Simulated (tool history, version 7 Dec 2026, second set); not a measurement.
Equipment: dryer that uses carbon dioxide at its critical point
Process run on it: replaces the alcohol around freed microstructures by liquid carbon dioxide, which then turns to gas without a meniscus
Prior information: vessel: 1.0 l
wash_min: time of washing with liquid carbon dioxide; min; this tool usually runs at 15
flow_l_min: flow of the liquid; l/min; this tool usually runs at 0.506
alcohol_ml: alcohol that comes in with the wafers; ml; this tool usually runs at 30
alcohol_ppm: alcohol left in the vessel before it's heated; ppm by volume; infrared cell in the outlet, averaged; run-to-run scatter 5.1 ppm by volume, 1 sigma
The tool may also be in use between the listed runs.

run 1 hour=0 | wash_min=15 flow_l_min=0.506 alcohol_ml=30 | alcohol_ppm=129
run 2 hour=10 | wash_min=15 flow_l_min=0.506 alcohol_ml=30 | alcohol_ppm=140
run 3 hour=24.4 | wash_min=15 flow_l_min=0.506 alcohol_ml=30 | alcohol_ppm=142
run 4 hour=35.2 | wash_min=15 flow_l_min=0.506 alcohol_ml=30 | alcohol_ppm=143
run 5 hour=50 | wash_min=15 flow_l_min=0.506 alcohol_ml=30 | alcohol_ppm=128
run 6 hour=62.7 | wash_min=15 flow_l_min=0.506 alcohol_ml=30 | alcohol_ppm=134
run 7 hour=80.4 | wash_min=13 flow_l_min=0.506 alcohol_ml=30 | alcohol_ppm=262
run 8 hour=88.3 | wash_min=13 flow_l_min=0.506 alcohol_ml=30 | alcohol_ppm=282
run 9 hour=98.7 | wash_min=15 flow_l_min=0.488 alcohol_ml=30 | alcohol_ppm=166
run 10 hour=112.5 | wash_min=15 flow_l_min=0.488 alcohol_ml=30 | alcohol_ppm=174
run 11 hour=128 | wash_min=15 flow_l_min=0.506 alcohol_ml=30 | alcohol_ppm=156
run 12 hour=140.3 | wash_min=15 flow_l_min=0.506 alcohol_ml=30 | alcohol_ppm=147
run 13 hour=151.2 | wash_min=15 flow_l_min=0.506 alcohol_ml=30 | alcohol_ppm=99
run 14 hour=169.1 | wash_min=15 flow_l_min=0.506 alcohol_ml=30 | alcohol_ppm=101
run 15 hour=183.6 | wash_min=15 flow_l_min=0.506 alcohol_ml=51 | alcohol_ppm=166
run 16 hour=201.2 | wash_min=15 flow_l_min=0.506 alcohol_ml=51 | alcohol_ppm=159
run 17 hour=210 | wash_min=15 flow_l_min=0.506 alcohol_ml=51 | alcohol_ppm=170
run 18 hour=219.6 | wash_min=15 flow_l_min=0.506 alcohol_ml=51 | alcohol_ppm=150
run 19 hour=236.4 | wash_min=16 flow_l_min=0.572 alcohol_ml=94 | alcohol_ppm=104
run 20 hour=254 | wash_min=23 flow_l_min=0.701 alcohol_ml=32 | alcohol_ppm=30
run 21 hour=266.9 | wash_min=23 flow_l_min=0.306 alcohol_ml=46 | alcohol_ppm=211
run 22 hour=284.3 | wash_min=23 flow_l_min=0.306 alcohol_ml=46 | alcohol_ppm=230
run 23 hour=292.7 | wash_min=22 flow_l_min=0.306 alcohol_ml=70 | alcohol_ppm=388
run 24 hour=306.8 | wash_min=14 flow_l_min=0.499 alcohol_ml=24 | alcohol_ppm=138
run 25 hour=314.6 | wash_min=11 flow_l_min=0.506 alcohol_ml=37 | alcohol_ppm=518

Taken out of this log: 1 entry between the listed runs. Where each belongs, and how the hidden state differs across it:
From run 12 to run 13: inlet filter changed (hour 150.7)
  flow that reaches the vessel past the clogged filter, %: 91.1 -> 99.4; alcohol in the recycled carbon dioxide, ppm: 26.3 -> 27.2
  measured result minus the result with no hidden state, alcohol_ppm: +71 -> +24 ppm by volume

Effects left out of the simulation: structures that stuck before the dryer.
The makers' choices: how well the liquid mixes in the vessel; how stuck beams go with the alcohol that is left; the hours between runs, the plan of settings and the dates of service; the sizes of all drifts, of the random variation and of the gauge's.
